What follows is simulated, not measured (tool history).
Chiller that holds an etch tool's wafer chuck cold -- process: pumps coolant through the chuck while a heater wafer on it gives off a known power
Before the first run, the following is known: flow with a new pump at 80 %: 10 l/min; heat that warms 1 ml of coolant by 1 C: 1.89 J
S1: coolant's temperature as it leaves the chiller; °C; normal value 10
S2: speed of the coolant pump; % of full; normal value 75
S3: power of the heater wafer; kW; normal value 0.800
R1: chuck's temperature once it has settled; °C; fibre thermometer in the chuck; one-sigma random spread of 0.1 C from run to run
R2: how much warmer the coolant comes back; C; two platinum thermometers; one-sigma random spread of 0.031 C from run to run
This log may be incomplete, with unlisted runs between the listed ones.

run	day	S1	S2	S3	R1	R2
1	0.000	10	75	0.800	15.6	2.67
2	1.233	10	75	0.954	16.7	3.20
3	2.596	10	75	0.954	16.7	3.27
4	5.025	10	75	0.954	16.6	3.20
5	6.317	10	75	0.954	16.7	3.19
6	8.550	10	75	0.954	16.6	3.24
7	9.612	12	75	0.800	17.5	2.73
8	10.729	12	75	0.800	17.6	2.69
9	11.883	12	75	0.800	17.6	2.70
10	13.379	14	67	0.527	18.0	1.97
11	14.750	14	75	0.800	19.9	2.75
12	16.617	14	75	0.800	19.7	2.63
13	19.204	11	92	0.965	16.9	2.65
14	21.504	19	63	0.588	23.7	2.38
15	24.029	10	72	0.402	13.0	1.42
16	25.383	14	75	0.800	19.6	2.73
17	26.646	12	75	0.703	16.9	2.31
18	28.967	10	68	0.486	13.6	1.81

Each row is a separate what-if for the run after 18, all from the same tool condition, not one after another. Results?
A	31.154	10	62	0.800	?	?
B	31.154	7	75	0.800	?	?
C	31.154	10	75	0.778	?	?

run	R1	R2
A	16.2	3.24
B	12.7	2.72
C	15.3	2.63
Without the tool's hidden state the same runs would have given:
run	R1	R2
A	16.2	3.24
B	12.7	2.71
C	15.3	2.63
